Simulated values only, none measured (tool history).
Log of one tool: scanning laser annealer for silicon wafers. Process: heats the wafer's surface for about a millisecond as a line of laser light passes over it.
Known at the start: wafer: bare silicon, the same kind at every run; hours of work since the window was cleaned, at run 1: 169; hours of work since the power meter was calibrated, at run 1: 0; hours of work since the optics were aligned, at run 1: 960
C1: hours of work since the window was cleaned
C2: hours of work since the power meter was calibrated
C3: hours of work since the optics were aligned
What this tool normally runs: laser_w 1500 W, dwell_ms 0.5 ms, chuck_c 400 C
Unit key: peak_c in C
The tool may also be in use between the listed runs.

run 1 day=0 | laser_w=1500 dwell_ms=0.5 chuck_c=400 | C1=169 C2=0 C3=960 | peak_c=1144
run 2 day=0.662 | laser_w=1500 dwell_ms=0.5 chuck_c=384 | C1=177 C2=9 C3=968 | peak_c=1125
run 3 day=1.408 | laser_w=1500 dwell_ms=0.5 chuck_c=384 | C1=187 C2=18 C3=978 | peak_c=1123
run 4 day=2.146 | laser_w=1500 dwell_ms=0.5 chuck_c=384 | C1=196 C2=28 C3=987 | peak_c=1125
run 5 day=2.629 | laser_w=1500 dwell_ms=0.5 chuck_c=384 | C1=203 C2=34 C3=994 | peak_c=1126
run 6 day=3 | laser_w=1500 dwell_ms=0.5 chuck_c=384 | C1=208 C2=39 C3=998 | peak_c=1124
run 7 day=3.508 | laser_w=1500 dwell_ms=0.538 chuck_c=400 | C1=214 C2=46 C3=1005 | peak_c=1166
run 8 day=3.862 | laser_w=1453 dwell_ms=0.5 chuck_c=400 | C1=219 C2=50 C3=1010 | peak_c=1114
run 9 day=4.408 | laser_w=1453 dwell_ms=0.5 chuck_c=400 | C1=226 C2=57 C3=1017 | peak_c=1114
run 10 day=4.775 | laser_w=1453 dwell_ms=0.5 chuck_c=400 | C1=231 C2=62 C3=1021 | peak_c=1115
run 11 day=5.233 | laser_w=1453 dwell_ms=0.5 chuck_c=400 | C1=237 C2=68 C3=1027 | peak_c=1114
run 12 day=5.612 | laser_w=1500 dwell_ms=0.5 chuck_c=400 | C1=241 C2=73 C3=1032 | peak_c=1137
run 13 day=6.171 | laser_w=1500 dwell_ms=0.5 chuck_c=400 | C1=249 C2=80 C3=1040 | peak_c=1141
run 14 day=6.871 | laser_w=1500 dwell_ms=0.5 chuck_c=400 | C1=258 C2=89 C3=1049 | peak_c=1139
run 15 day=7.367 | laser_w=1500 dwell_ms=0.5 chuck_c=406 | C1=264 C2=96 C3=1055 | peak_c=1141
run 16 day=7.733 | laser_w=1500 dwell_ms=0.5 chuck_c=406 | C1=269 C2=100 C3=1060 | peak_c=1144
run 17 day=8.321 | laser_w=1500 dwell_ms=0.5 chuck_c=396 | C1=277 C2=108 C3=1067 | peak_c=1133
run 18 day=8.725 | laser_w=1500 dwell_ms=0.5 chuck_c=400 | C1=282 C2=113 C3=1073 | peak_c=1139
run 19 day=9.358 | laser_w=1350 dwell_ms=0.498 chuck_c=394 | C1=290 C2=121 C3=1081 | peak_c=1050
run 20 day=10.021 | laser_w=1606 dwell_ms=0.392 chuck_c=402 | C1=299 C2=130 C3=1089 | peak_c=1111
run 21 day=10.596 | laser_w=1324 dwell_ms=0.43 chuck_c=405 | C1=306 C2=137 C3=1097 | peak_c=1002
run 22 day=11.042 | laser_w=1324 dwell_ms=0.43 chuck_c=405 | C1=312 C2=143 C3=1103 | peak_c=1001
run 23 day=11.392 | laser_w=1291 dwell_ms=0.5 chuck_c=431 | C1=316 C2=148 C3=1107 | peak_c=1053
run 24 day=12.092 | laser_w=1395 dwell_ms=0.476 chuck_c=394 | C1=325 C2=157 C3=1116 | peak_c=1054
run 25 day=12.671 | laser_w=1536 dwell_ms=0.503 chuck_c=404 | C1=333 C2=164 C3=1124 | peak_c=1159
run 26 day=13.208 | laser_w=1579 dwell_ms=0.446 chuck_c=415 | C1=340 C2=171 C3=1131 | peak_c=1151
run 27 day=13.592 | laser_w=1500 dwell_ms=0.5 chuck_c=384 | C1=345 C2=176 C3=1136 | peak_c=1115

Estimate the outcome of run 28 from the log above:
run 28 day=13.896 | laser_w=1500 dwell_ms=0.5 chuck_c=384 | C1=349 C2=180 C3=1140 | peak_c=?

peak_c: 1119 C
Minus the tool's unlogged condition, the same run would have read peak_c 1145 C.
